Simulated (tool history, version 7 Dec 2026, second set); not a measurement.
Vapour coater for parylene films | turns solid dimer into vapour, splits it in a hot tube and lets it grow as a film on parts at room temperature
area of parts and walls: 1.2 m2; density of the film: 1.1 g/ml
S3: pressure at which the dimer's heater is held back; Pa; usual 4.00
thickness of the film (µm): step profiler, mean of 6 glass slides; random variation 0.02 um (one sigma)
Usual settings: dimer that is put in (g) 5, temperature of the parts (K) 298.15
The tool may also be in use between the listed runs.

run 1 hour=0.0 | dimer_that_is_put_in_(g)=5 temperature_of_the_parts_(K)=298.15 S3=4.00 | thickness_of_the_film_(µm)=2.85
run 2 hour=39.8 | dimer_that_is_put_in_(g)=5 temperature_of_the_parts_(K)=298.15 S3=4.00 | thickness_of_the_film_(µm)=2.79
run 3 hour=68.6 | dimer_that_is_put_in_(g)=5 temperature_of_the_parts_(K)=310.15 S3=4.00 | thickness_of_the_film_(µm)=2.22
run 4 hour=105.6 | dimer_that_is_put_in_(g)=5 temperature_of_the_parts_(K)=310.15 S3=4.00 | thickness_of_the_film_(µm)=2.20
run 5 hour=136.6 | dimer_that_is_put_in_(g)=5 temperature_of_the_parts_(K)=306.15 S3=4.00 | thickness_of_the_film_(µm)=2.35
run 6 hour=153.8 | dimer_that_is_put_in_(g)=5 temperature_of_the_parts_(K)=306.15 S3=4.00 | thickness_of_the_film_(µm)=2.34
run 7 hour=185.9 | dimer_that_is_put_in_(g)=5 temperature_of_the_parts_(K)=307.15 S3=4.00 | thickness_of_the_film_(µm)=2.32
run 8 hour=212.1 | dimer_that_is_put_in_(g)=5 temperature_of_the_parts_(K)=307.15 S3=4.00 | thickness_of_the_film_(µm)=2.31
run 9 hour=237.3 | dimer_that_is_put_in_(g)=5 temperature_of_the_parts_(K)=299.15 S3=4.00 | thickness_of_the_film_(µm)=2.69
run 10 hour=275.9 | dimer_that_is_put_in_(g)=5 temperature_of_the_parts_(K)=299.15 S3=4.00 | thickness_of_the_film_(µm)=2.65
run 11 hour=315.3 | dimer_that_is_put_in_(g)=5 temperature_of_the_parts_(K)=299.15 S3=4.00 | thickness_of_the_film_(µm)=2.64
-- hour=329.2 trap's valve overhauled
run 12 hour=345.0 | dimer_that_is_put_in_(g)=5 temperature_of_the_parts_(K)=299.15 S3=4.00 | thickness_of_the_film_(µm)=2.84
run 13 hour=381.0 | dimer_that_is_put_in_(g)=5 temperature_of_the_parts_(K)=299.15 S3=4.00 | thickness_of_the_film_(µm)=2.84
run 14 hour=406.7 | dimer_that_is_put_in_(g)=5 temperature_of_the_parts_(K)=309.15 S3=4.00 | thickness_of_the_film_(µm)=2.36
run 15 hour=445.0 | dimer_that_is_put_in_(g)=5 temperature_of_the_parts_(K)=309.15 S3=4.00 | thickness_of_the_film_(µm)=2.34
run 16 hour=486.8 | dimer_that_is_put_in_(g)=3 temperature_of_the_parts_(K)=298.15 S3=4.00 | thickness_of_the_film_(µm)=1.73
run 17 hour=506.9 | dimer_that_is_put_in_(g)=3 temperature_of_the_parts_(K)=298.15 S3=4.00 | thickness_of_the_film_(µm)=1.70
run 18 hour=532.4 | dimer_that_is_put_in_(g)=5 temperature_of_the_parts_(K)=298.15 S3=4.00 | thickness_of_the_film_(µm)=2.87
run 19 hour=560.6 | dimer_that_is_put_in_(g)=4 temperature_of_the_parts_(K)=293.15 S3=6.11 | thickness_of_the_film_(µm)=2.30
-- hour=587.8 table's thermometer calibrated
run 20 hour=603.5 | dimer_that_is_put_in_(g)=4 temperature_of_the_parts_(K)=293.15 S3=6.11 | thickness_of_the_film_(µm)=2.25
run 21 hour=628.5 | dimer_that_is_put_in_(g)=7 temperature_of_the_parts_(K)=307.15 S3=2.67 | thickness_of_the_film_(µm)=3.51
run 22 hour=650.5 | dimer_that_is_put_in_(g)=2 temperature_of_the_parts_(K)=298.15 S3=2.34 | thickness_of_the_film_(µm)=1.23
run 23 hour=685.1 | dimer_that_is_put_in_(g)=2 temperature_of_the_parts_(K)=298.15 S3=2.34 | thickness_of_the_film_(µm)=1.23
run 24 hour=724.5 | dimer_that_is_put_in_(g)=3 temperature_of_the_parts_(K)=298.15 S3=2.70 | thickness_of_the_film_(µm)=1.74
run 25 hour=751.6 | dimer_that_is_put_in_(g)=5 temperature_of_the_parts_(K)=292.15 S3=6.89 | thickness_of_the_film_(µm)=2.76
run 26 hour=770.4 | dimer_that_is_put_in_(g)=4 temperature_of_the_parts_(K)=297.15 S3=5.79 | thickness_of_the_film_(µm)=2.06
run 27 hour=797.6 | dimer_that_is_put_in_(g)=4 temperature_of_the_parts_(K)=297.15 S3=5.79 | thickness_of_the_film_(µm)=2.05
run 28 hour=839.3 | dimer_that_is_put_in_(g)=4 temperature_of_the_parts_(K)=297.15 S3=5.79 | thickness_of_the_film_(µm)=2.03
-- hour=853.0 trap's valve overhauled
run 29 hour=862.2 | dimer_that_is_put_in_(g)=4 temperature_of_the_parts_(K)=296.15 S3=11.88 | thickness_of_the_film_(µm)=1.94
run 30 hour=901.8 | dimer_that_is_put_in_(g)=3 temperature_of_the_parts_(K)=301.15 S3=7.72 | thickness_of_the_film_(µm)=1.43
run 31 hour=940.8 | dimer_that_is_put_in_(g)=3 temperature_of_the_parts_(K)=301.15 S3=7.72 | thickness_of_the_film_(µm)=1.39
run 32 hour=978.0 | dimer_that_is_put_in_(g)=5 temperature_of_the_parts_(K)=298.15 S3=4.25 | thickness_of_the_film_(µm)=2.78
run 33 hour=1001.7 | dimer_that_is_put_in_(g)=5 temperature_of_the_parts_(K)=298.15 S3=4.25 | thickness_of_the_film_(µm)=2.79
run 34 hour=1023.2 | dimer_that_is_put_in_(g)=5 temperature_of_the_parts_(K)=302.15 S3=4.25 | thickness_of_the_film_(µm)=2.57
run 35 hour=1047.4 | dimer_that_is_put_in_(g)=7 temperature_of_the_parts_(K)=298.15 S3=10.95 | thickness_of_the_film_(µm)=3.23

Forecast each of these 3 alternatives for the next run:
run A hour=1072.9 | dimer_that_is_put_in_(g)=5 temperature_of_the_parts_(K)=298.15 S3=10.95 | thickness_of_the_film_(µm)=?
run B hour=1072.9 | dimer_that_is_put_in_(g)=7 temperature_of_the_parts_(K)=298.15 S3=6.07 | thickness_of_the_film_(µm)=?
run C hour=1072.9 | dimer_that_is_put_in_(g)=4 temperature_of_the_parts_(K)=290.15 S3=4.21 | thickness_of_the_film_(µm)=?

run=A thickness_of_the_film_(µm)=2.34
run=B thickness_of_the_film_(µm)=3.63
run=C thickness_of_the_film_(µm)=2.61
Without the tool's hidden state the same runs would have given:
run=A thickness_of_the_film_(µm)=2.39
run=B thickness_of_the_film_(µm)=3.71
run=C thickness_of_the_film_(µm)=2.66

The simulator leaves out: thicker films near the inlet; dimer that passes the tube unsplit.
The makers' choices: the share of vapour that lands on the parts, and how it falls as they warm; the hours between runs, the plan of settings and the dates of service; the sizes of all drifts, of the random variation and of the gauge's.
